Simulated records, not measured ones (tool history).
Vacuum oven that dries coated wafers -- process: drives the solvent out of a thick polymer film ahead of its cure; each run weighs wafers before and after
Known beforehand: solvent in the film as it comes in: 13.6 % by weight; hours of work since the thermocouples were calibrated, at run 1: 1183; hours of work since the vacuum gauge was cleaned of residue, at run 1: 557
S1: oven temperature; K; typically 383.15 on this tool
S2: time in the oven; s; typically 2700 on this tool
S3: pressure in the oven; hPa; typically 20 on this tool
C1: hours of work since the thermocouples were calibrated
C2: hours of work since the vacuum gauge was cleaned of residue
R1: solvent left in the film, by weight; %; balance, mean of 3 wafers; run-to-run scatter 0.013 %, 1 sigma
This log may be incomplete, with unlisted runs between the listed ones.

run	hour	S1	S2	S3	C1	C2	R1
1	0	383.15	2700	20	1183	557	2.51
2	63.7	383.15	2700	20	1227	600	2.5
# hour 117.8: oven's thermocouples calibrated
3	129.8	394.15	2700	20	8	644	1.12
4	158.6	394.15	3840	20	28	664	0.78
5	212.5	394.15	3840	20	65	700	0.79
6	254	394.15	3840	20	93	729	0.76
# hour 283.5: oven's thermocouples calibrated, once more
7	305	394.15	3840	20	15	762	0.88
8	334.8	383.15	2700	20	35	782	2.7
9	363.7	383.15	2700	20	55	802	2.69
10	418.3	383.15	2700	20	92	839	2.68
11	446.8	383.15	2700	20	111	859	2.69
12	480.9	383.15	2700	20	135	882	2.66
13	515.8	383.15	2700	20	158	906	2.67
14	551.4	388.15	2220	32.1	183	930	2.83
15	589.6	388.15	2220	32.1	209	956	2.86
16	646.9	385.15	4140	15.6	248	995	1.27
17	712.9	371.15	1680	12.1	293	1040	6.36
18	762.1	391.15	3600	42.8	326	1074	1.86
19	823.8	370.15	3240	10.5	368	1116	4.08
20	878.7	370.15	3240	10.5	406	1153	4.04
21	940.3	370.15	3240	10.5	448	1195	4.1
22	980.6	370.15	3240	10.5	475	1223	4.06
23	1012.8	370.15	3960	57.1	497	1245	5.95
24	1056	370.15	1620	37.6	527	1274	7.63
25	1104.5	370.15	1740	37.6	560	1307	7.44
26	1148.7	374.15	2820	37.6	590	1337	4.99

What if the next run were any one of these 5? Each begins from the tool's condition after run 26:
A	1196.8	391.15	1380	20	623	1370	?
B	1196.8	371.15	1680	43.2	623	1370	?
C	1196.8	383.15	1740	11.4	623	1370	?
D	1196.8	397.15	2700	53	623	1370	?
E	1196.8	384.15	4740	58	623	1370	?

run	R1
A	3.45
B	7.52
C	3.8
D	1.9
E	2.94
The same runs, with their run-to-run variation unchanged, on a tool lacking any hidden condition would have given:
run	R1
A	3.5
B	7.54
C	3.84
D	1.86
E	2.86
